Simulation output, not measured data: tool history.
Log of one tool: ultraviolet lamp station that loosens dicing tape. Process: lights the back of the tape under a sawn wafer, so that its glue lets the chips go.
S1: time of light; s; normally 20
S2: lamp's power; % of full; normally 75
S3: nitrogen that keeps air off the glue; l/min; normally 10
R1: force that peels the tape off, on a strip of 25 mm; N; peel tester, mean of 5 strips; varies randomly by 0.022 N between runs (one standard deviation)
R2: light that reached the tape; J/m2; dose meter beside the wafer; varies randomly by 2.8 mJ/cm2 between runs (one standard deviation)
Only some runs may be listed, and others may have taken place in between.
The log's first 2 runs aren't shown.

run     day  S1  S2  S3     R1    R2
  3   1.292  20  75  10  1.505  3330
  4   1.712  20  75  10  1.491  3370
  5   2.362  13  75  10  2.712  2130
  6   3.196  13  75  10  2.749  2130
  7   3.925  20  75  10  1.466  3310
  8     4.4  20  75  10  1.499  3310
  9   5.058  20  75  10  1.567  3230
 10   5.812  20  75  10  1.555  3220
 11   6.288  20  75   4  2.381  3210
 12   6.829  20  75   4  2.363  3240
 13   7.592  20  75  10  1.535  3250
 14   8.312  20  75  10  1.541  3170
 15   8.992  20  68  10  1.822  2880
 16     9.5  11  75  10  3.383  1740
 17  10.196  11  75  10  3.453  1720
 18  10.929  11  75  10  3.504  1720
 19  11.408  28  75  10   0.87  4440
 20  11.812  28  75  10  0.863  4370
 21  12.604  28  75  10  0.846  4390
 22  12.996  28  75  10  0.847  4390
 23  13.704  23  69   4  2.406  3300
     13.858  -- window cleaned of glue's vapour
 24  14.467  22  84  16  0.953  3680
 25  14.975  20  73  13  1.552  2920
 26  15.808  20  73  13  1.591  2900

Run 27 has not been measured yet. What should we expect?
     16.225  -- window cleaned of glue's vapour, once more
 27  16.35  12  93   4   ?   ?

Run 27 came out at R1 3.263 N, R2 2540 J/m2.
With no hidden state in the tool, this same run would have given R1 2.788 N, R2 2920 J/m2.
